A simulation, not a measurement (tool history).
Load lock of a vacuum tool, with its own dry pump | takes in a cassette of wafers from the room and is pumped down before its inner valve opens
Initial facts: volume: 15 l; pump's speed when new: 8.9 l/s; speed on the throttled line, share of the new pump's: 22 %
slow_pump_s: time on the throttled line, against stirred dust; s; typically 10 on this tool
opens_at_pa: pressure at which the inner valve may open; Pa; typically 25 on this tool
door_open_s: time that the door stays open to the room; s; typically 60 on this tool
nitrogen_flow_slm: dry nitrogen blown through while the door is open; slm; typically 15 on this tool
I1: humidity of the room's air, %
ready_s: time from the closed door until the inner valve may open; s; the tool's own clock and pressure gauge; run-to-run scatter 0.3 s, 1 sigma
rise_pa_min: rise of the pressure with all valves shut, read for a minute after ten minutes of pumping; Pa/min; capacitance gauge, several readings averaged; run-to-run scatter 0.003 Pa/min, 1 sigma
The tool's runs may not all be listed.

run 1 hour=0.0 | slow_pump_s=10 opens_at_pa=25 door_open_s=60 nitrogen_flow_slm=15 | I1=43.9 | ready_s=22.3 rise_pa_min=0.190
run 2 hour=379.5 | slow_pump_s=10 opens_at_pa=25 door_open_s=60 nitrogen_flow_slm=15 | I1=43.1 | ready_s=22.5 rise_pa_min=0.195
run 3 hour=819.5 | slow_pump_s=10 opens_at_pa=25 door_open_s=26 nitrogen_flow_slm=15 | I1=48.9 | ready_s=22.6 rise_pa_min=0.185
run 4 hour=1216.7 | slow_pump_s=10 opens_at_pa=25 door_open_s=26 nitrogen_flow_slm=15 | I1=44.8 | ready_s=22.8 rise_pa_min=0.190
run 5 hour=1554.9 | slow_pump_s=10 opens_at_pa=25 door_open_s=26 nitrogen_flow_slm=15 | I1=43.0 | ready_s=22.8 rise_pa_min=0.203
run 6 hour=1926.3 | slow_pump_s=10 opens_at_pa=25 door_open_s=60 nitrogen_flow_slm=19 | I1=44.3 | ready_s=23.1 rise_pa_min=0.232
run 7 hour=2192.7 | slow_pump_s=10 opens_at_pa=25 door_open_s=60 nitrogen_flow_slm=15 | I1=43.9 | ready_s=22.9 rise_pa_min=0.237
run 8 hour=2476.2 | slow_pump_s=14 opens_at_pa=25 door_open_s=60 nitrogen_flow_slm=15 | I1=44.8 | ready_s=26.1 rise_pa_min=0.252
run 9 hour=2797.3 | slow_pump_s=14 opens_at_pa=35 door_open_s=60 nitrogen_flow_slm=15 | I1=51.5 | ready_s=25.6 rise_pa_min=0.262
run 10 hour=3286.4 | slow_pump_s=10 opens_at_pa=26 door_open_s=60 nitrogen_flow_slm=15 | I1=44.4 | ready_s=22.8 rise_pa_min=0.271
run 11 hour=3644.0 | slow_pump_s=10 opens_at_pa=26 door_open_s=60 nitrogen_flow_slm=15 | I1=41.5 | ready_s=22.2 rise_pa_min=0.274
run 12 hour=4047.0 | slow_pump_s=10 opens_at_pa=26 door_open_s=60 nitrogen_flow_slm=15 | I1=46.1 | ready_s=22.8 rise_pa_min=0.293
run 13 hour=4452.6 | slow_pump_s=10 opens_at_pa=26 door_open_s=60 nitrogen_flow_slm=15 | I1=44.7 | ready_s=23.3 rise_pa_min=0.309
run 14 hour=4970.7 | slow_pump_s=18 opens_at_pa=37 door_open_s=148 nitrogen_flow_slm=4 | I1=47.9 | ready_s=28.0 rise_pa_min=0.437
run 15 hour=5491.8 | slow_pump_s=9 opens_at_pa=19 door_open_s=60 nitrogen_flow_slm=15 | I1=44.7 | ready_s=22.9 rise_pa_min=0.331
run 16 hour=5775.8 | slow_pump_s=13 opens_at_pa=42 door_open_s=47 nitrogen_flow_slm=39 | I1=44.5 | ready_s=25.1 rise_pa_min=0.318
run 17 hour=6282.2 | slow_pump_s=13 opens_at_pa=42 door_open_s=33 nitrogen_flow_slm=5 | I1=43.7 | ready_s=24.9 rise_pa_min=0.362
run 18 hour=6700.8 | slow_pump_s=7 opens_at_pa=42 door_open_s=33 nitrogen_flow_slm=27 | I1=44.4 | ready_s=20.1 rise_pa_min=0.344
run 19 hour=7043.8 | slow_pump_s=7 opens_at_pa=31 door_open_s=33 nitrogen_flow_slm=27 | I1=47.3 | ready_s=20.6 rise_pa_min=0.362
run 20 hour=7486.3 | slow_pump_s=11 opens_at_pa=24 door_open_s=33 nitrogen_flow_slm=24 | I1=42.4 | ready_s=23.6 rise_pa_min=0.393
run 21 hour=7942.6 | slow_pump_s=11 opens_at_pa=24 door_open_s=33 nitrogen_flow_slm=24 | I1=42.9 | ready_s=24.2 rise_pa_min=0.394
run 22 hour=8272.0 | slow_pump_s=5 opens_at_pa=24 door_open_s=65 nitrogen_flow_slm=24 | I1=44.2 | ready_s=20.5 rise_pa_min=0.427
run 23 hour=8589.2 | slow_pump_s=6 opens_at_pa=43 door_open_s=109 nitrogen_flow_slm=20 | I1=45.2 | ready_s=19.7 rise_pa_min=0.454
run 24 hour=9040.1 | slow_pump_s=6 opens_at_pa=25 door_open_s=97 nitrogen_flow_slm=24 | I1=44.1 | ready_s=20.5 rise_pa_min=0.462
run 25 hour=9293.3 | slow_pump_s=6 opens_at_pa=25 door_open_s=97 nitrogen_flow_slm=24 | I1=45.3 | ready_s=20.7 rise_pa_min=0.474
run 26 hour=9769.5 | slow_pump_s=13 opens_at_pa=23 door_open_s=81 nitrogen_flow_slm=15 | I1=44.0 | ready_s=26.8 rise_pa_min=0.498

The same runs without the tool's hidden state, with the same run-to-run variation:
Unlogged tool condition in this case: pump's speed, % of a new pump's; leak at the door's seal, Pa l/s; drift of the gauge itself on ready_s, %; drift of the gauge itself on rise_pa_min, %.
run=1 ready_s=21.8 rise_pa_min=0.055
run=2 ready_s=22.0 rise_pa_min=0.054
run=3 ready_s=22.0 rise_pa_min=0.030
run=4 ready_s=22.1 rise_pa_min=0.026
run=5 ready_s=22.1 rise_pa_min=0.031
run=6 ready_s=22.3 rise_pa_min=0.048
run=7 ready_s=22.2 rise_pa_min=0.047
run=8 ready_s=25.3 rise_pa_min=0.053
run=9 ready_s=24.8 rise_pa_min=0.059
run=10 ready_s=21.8 rise_pa_min=0.050
run=11 ready_s=21.3 rise_pa_min=0.049
run=12 ready_s=21.8 rise_pa_min=0.052
run=13 ready_s=22.2 rise_pa_min=0.052
run=14 ready_s=27.1 rise_pa_min=0.165
run=15 ready_s=21.5 rise_pa_min=0.051
run=16 ready_s=23.9 rise_pa_min=0.027
run=17 ready_s=23.7 rise_pa_min=0.051
run=18 ready_s=18.7 rise_pa_min=0.024
run=19 ready_s=19.1 rise_pa_min=0.024
run=20 ready_s=22.1 rise_pa_min=0.030
run=21 ready_s=22.6 rise_pa_min=0.028
run=22 ready_s=18.7 rise_pa_min=0.037
run=23 ready_s=18.0 rise_pa_min=0.061
run=24 ready_s=18.6 rise_pa_min=0.052
run=25 ready_s=18.7 rise_pa_min=0.050
run=26 ready_s=25.0 rise_pa_min=0.060
